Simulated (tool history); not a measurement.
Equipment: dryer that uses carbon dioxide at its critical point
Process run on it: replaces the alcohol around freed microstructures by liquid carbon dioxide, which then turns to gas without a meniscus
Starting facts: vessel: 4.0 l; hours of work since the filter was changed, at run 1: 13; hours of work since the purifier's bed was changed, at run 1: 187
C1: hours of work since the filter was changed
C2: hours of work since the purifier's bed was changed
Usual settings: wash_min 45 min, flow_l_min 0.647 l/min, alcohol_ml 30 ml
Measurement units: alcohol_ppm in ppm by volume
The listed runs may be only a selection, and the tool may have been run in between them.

run 1 hour=0.0 | wash_min=45 flow_l_min=0.647 alcohol_ml=30 | C1=13 C2=187 | alcohol_ppm=120
run 2 hour=24.3 | wash_min=47 flow_l_min=0.647 alcohol_ml=30 | C1=31 C2=205 | alcohol_ppm=122
run 3 hour=43.7 | wash_min=47 flow_l_min=0.647 alcohol_ml=30 | C1=45 C2=220 | alcohol_ppm=128
run 4 hour=59.8 | wash_min=47 flow_l_min=0.647 alcohol_ml=30 | C1=58 C2=232 | alcohol_ppm=128
run 5 hour=71.2 | wash_min=47 flow_l_min=0.647 alcohol_ml=30 | C1=66 C2=240 | alcohol_ppm=141
run 6 hour=85.5 | wash_min=47 flow_l_min=0.647 alcohol_ml=24 | C1=77 C2=251 | alcohol_ppm=135
run 7 hour=107.1 | wash_min=47 flow_l_min=0.647 alcohol_ml=24 | C1=93 C2=267 | alcohol_ppm=154
run 8 hour=129.2 | wash_min=45 flow_l_min=0.647 alcohol_ml=30 | C1=110 C2=284 | alcohol_ppm=168
run 9 hour=153.6 | wash_min=45 flow_l_min=0.647 alcohol_ml=30 | C1=128 C2=303 | alcohol_ppm=171
run 10 hour=167.9 | wash_min=45 flow_l_min=0.647 alcohol_ml=30 | C1=139 C2=313 | alcohol_ppm=170
run 11 hour=194.3 | wash_min=45 flow_l_min=0.647 alcohol_ml=60 | C1=159 C2=333 | alcohol_ppm=216
run 12 hour=215.2 | wash_min=45 flow_l_min=0.753 alcohol_ml=30 | C1=175 C2=349 | alcohol_ppm=178
run 13 hour=230.0 | wash_min=45 flow_l_min=0.753 alcohol_ml=30 | C1=186 C2=360 | alcohol_ppm=183
run 14 hour=249.8 | wash_min=45 flow_l_min=0.753 alcohol_ml=30 | C1=201 C2=375 | alcohol_ppm=194
run 15 hour=264.9 | wash_min=45 flow_l_min=0.753 alcohol_ml=30 | C1=212 C2=387 | alcohol_ppm=197
run 16 hour=283.3 | wash_min=45 flow_l_min=0.753 alcohol_ml=30 | C1=226 C2=400 | alcohol_ppm=227
run 17 hour=300.4 | wash_min=45 flow_l_min=0.753 alcohol_ml=30 | C1=239 C2=413 | alcohol_ppm=222
run 18 hour=319.0 | wash_min=45 flow_l_min=0.753 alcohol_ml=30 | C1=253 C2=427 | alcohol_ppm=218
run 19 hour=334.1 | wash_min=45 flow_l_min=0.647 alcohol_ml=30 | C1=265 C2=439 | alcohol_ppm=245
run 20 hour=356.1 | wash_min=45 flow_l_min=0.647 alcohol_ml=30 | C1=281 C2=455 | alcohol_ppm=249
run 21 hour=374.7 | wash_min=45 flow_l_min=0.647 alcohol_ml=79 | C1=295 C2=469 | alcohol_ppm=300
run 22 hour=387.1 | wash_min=33 flow_l_min=0.647 alcohol_ml=30 | C1=305 C2=479 | alcohol_ppm=358
run 23 hour=401.0 | wash_min=45 flow_l_min=0.647 alcohol_ml=43 | C1=315 C2=489 | alcohol_ppm=290
run 24 hour=413.5 | wash_min=45 flow_l_min=0.647 alcohol_ml=43 | C1=325 C2=499 | alcohol_ppm=286
-- hour=421.8 purifier's bed changed
run 25 hour=440.3 | wash_min=46 flow_l_min=0.844 alcohol_ml=24 | C1=343 C2=14 | alcohol_ppm=14
run 26 hour=456.1 | wash_min=51 flow_l_min=0.732 alcohol_ml=40 | C1=355 C2=26 | alcohol_ppm=21
run 27 hour=475.6 | wash_min=56 flow_l_min=0.725 alcohol_ml=22 | C1=369 C2=41 | alcohol_ppm=40
run 28 hour=489.1 | wash_min=61 flow_l_min=0.570 alcohol_ml=21 | C1=379 C2=51 | alcohol_ppm=33
run 29 hour=515.1 | wash_min=41 flow_l_min=0.994 alcohol_ml=21 | C1=399 C2=70 | alcohol_ppm=40
run 30 hour=529.9 | wash_min=69 flow_l_min=1.088 alcohol_ml=21 | C1=410 C2=82 | alcohol_ppm=39
run 31 hour=551.0 | wash_min=69 flow_l_min=1.088 alcohol_ml=21 | C1=426 C2=97 | alcohol_ppm=53
run 32 hour=562.5 | wash_min=69 flow_l_min=0.473 alcohol_ml=83 | C1=435 C2=106 | alcohol_ppm=104
run 33 hour=589.0 | wash_min=69 flow_l_min=0.473 alcohol_ml=64 | C1=455 C2=126 | alcohol_ppm=97
run 34 hour=613.8 | wash_min=57 flow_l_min=0.477 alcohol_ml=44 | C1=474 C2=145 | alcohol_ppm=143
run 35 hour=625.6 | wash_min=35 flow_l_min=0.651 alcohol_ml=30 | C1=482 C2=154 | alcohol_ppm=193
run 36 hour=648.5 | wash_min=35 flow_l_min=0.776 alcohol_ml=39 | C1=500 C2=171 | alcohol_ppm=146
run 37 hour=671.2 | wash_min=35 flow_l_min=0.455 alcohol_ml=30 | C1=517 C2=188 | alcohol_ppm=471
run 38 hour=693.2 | wash_min=35 flow_l_min=0.455 alcohol_ml=30 | C1=534 C2=205 | alcohol_ppm=492
run 39 hour=717.6 | wash_min=35 flow_l_min=0.455 alcohol_ml=30 | C1=552 C2=223 | alcohol_ppm=515
run 40 hour=733.3 | wash_min=31 flow_l_min=0.455 alcohol_ml=30 | C1=564 C2=235 | alcohol_ppm=660
-- hour=748.8 inlet filter changed
run 41 hour=753.5 | wash_min=40 flow_l_min=0.682 alcohol_ml=45 | C1=4 C2=250 | alcohol_ppm=175
run 42 hour=776.2 | wash_min=38 flow_l_min=0.526 alcohol_ml=23 | C1=21 C2=267 | alcohol_ppm=218
run 43 hour=800.2 | wash_min=35 flow_l_min=0.537 alcohol_ml=38 | C1=39 C2=285 | alcohol_ppm=330
run 44 hour=819.1 | wash_min=45 flow_l_min=0.646 alcohol_ml=30 | C1=53 C2=299 | alcohol_ppm=168
run 45 hour=835.0 | wash_min=60 flow_l_min=0.440 alcohol_ml=30 | C1=65 C2=311 | alcohol_ppm=175
run 46 hour=855.5 | wash_min=60 flow_l_min=0.440 alcohol_ml=30 | C1=81 C2=327 | alcohol_ppm=179

5 options for the next run, each taken on its own from the tool as it stands now. Forecast them:
run A hour=867.1 | wash_min=60 flow_l_min=0.440 alcohol_ml=50 | C1=89 C2=335 | alcohol_ppm=?
run B hour=867.1 | wash_min=61 flow_l_min=0.440 alcohol_ml=30 | C1=89 C2=335 | alcohol_ppm=?
run C hour=867.1 | wash_min=33 flow_l_min=1.016 alcohol_ml=25 | C1=89 C2=335 | alcohol_ppm=?
run D hour=867.1 | wash_min=53 flow_l_min=0.647 alcohol_ml=30 | C1=89 C2=335 | alcohol_ppm=?
run E hour=867.1 | wash_min=66 flow_l_min=0.855 alcohol_ml=27 | C1=89 C2=335 | alcohol_ppm=?

run=A alcohol_ppm=211
run=B alcohol_ppm=195
run=C alcohol_ppm=175
run=D alcohol_ppm=172
run=E alcohol_ppm=155
What these runs would have given with no unlogged condition in the tool:
run=A alcohol_ppm=44
run=B alcohol_ppm=29
run=C alcohol_ppm=15
run=D alcohol_ppm=14
run=E alcohol_ppm=0

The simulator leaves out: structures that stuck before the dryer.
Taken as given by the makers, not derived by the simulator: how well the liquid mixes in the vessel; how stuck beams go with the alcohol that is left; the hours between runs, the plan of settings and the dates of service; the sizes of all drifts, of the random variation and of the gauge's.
